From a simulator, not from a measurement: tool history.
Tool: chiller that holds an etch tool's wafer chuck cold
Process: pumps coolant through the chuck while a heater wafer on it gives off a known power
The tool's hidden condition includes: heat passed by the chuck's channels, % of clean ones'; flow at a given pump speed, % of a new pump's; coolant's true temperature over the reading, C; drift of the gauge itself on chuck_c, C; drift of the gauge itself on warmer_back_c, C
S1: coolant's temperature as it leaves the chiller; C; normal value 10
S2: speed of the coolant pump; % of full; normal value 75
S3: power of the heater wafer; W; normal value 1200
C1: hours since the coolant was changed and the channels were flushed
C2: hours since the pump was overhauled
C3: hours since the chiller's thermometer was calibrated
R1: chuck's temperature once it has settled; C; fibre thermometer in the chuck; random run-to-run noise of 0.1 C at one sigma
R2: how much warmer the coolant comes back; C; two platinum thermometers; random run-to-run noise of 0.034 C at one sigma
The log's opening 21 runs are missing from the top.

Run 22, hour 2476.4: usual settings but S1 8 C, S2 68 % of full; C1 4399; C2 5618; C3 4399. Result: R1 22.1 C, R2 6.43 C.
Run 23, hour 2568.2: usual settings but S1 12 C, S2 68 % of full, S3 887 W; C1 4491; C2 5710; C3 4491. Result: R1 22.4 C, R2 4.81 C.
Run 24, hour 2643.7: usual settings but S1 5 C, S2 94 % of full; C1 4566; C2 5785; C3 4566. Result: R1 16.5 C, R2 4.74 C.
Run 25, hour 2773.9: usual settings but S1 4 C, S2 94 % of full, S3 612 W; C1 4697; C2 5915; C3 4697. Result: R1 9.9 C, R2 2.38 C.
Run 26, hour 2879.2: usual settings but S1 4 C, S2 94 % of full, S3 612 W; C1 4802; C2 6021; C3 4802. Result: R1 10.0 C, R2 2.32 C.
Run 27, hour 2997.7: usual settings but S1 4 C, S2 94 % of full, S3 612 W; C1 4920; C2 6139; C3 4920. Result: R1 9.9 C, R2 2.40 C.
At hour 3036.2: chiller's thermometer calibrated.
Run 28, hour 3169.6: usual settings but S1 9 C; C1 5091; C2 6310; C3 133. Result: R1 22.8 C, R2 5.96 C.
Run 29, hour 3262.6: usual settings but S1 9 C; C1 5184; C2 6403; C3 226. Result: R1 22.9 C, R2 5.92 C.

Expected results for the next run?
Run 30, hour 3430.9: usual settings but S1 14 C; C1 5353; C2 6571; C3 395. Result: R1 ?, R2 ?.

R1: 28.0 C
R2: 5.99 C
Had the tool carried no hidden state, the very same run would have given R1 25.4 C, R2 5.36 C.

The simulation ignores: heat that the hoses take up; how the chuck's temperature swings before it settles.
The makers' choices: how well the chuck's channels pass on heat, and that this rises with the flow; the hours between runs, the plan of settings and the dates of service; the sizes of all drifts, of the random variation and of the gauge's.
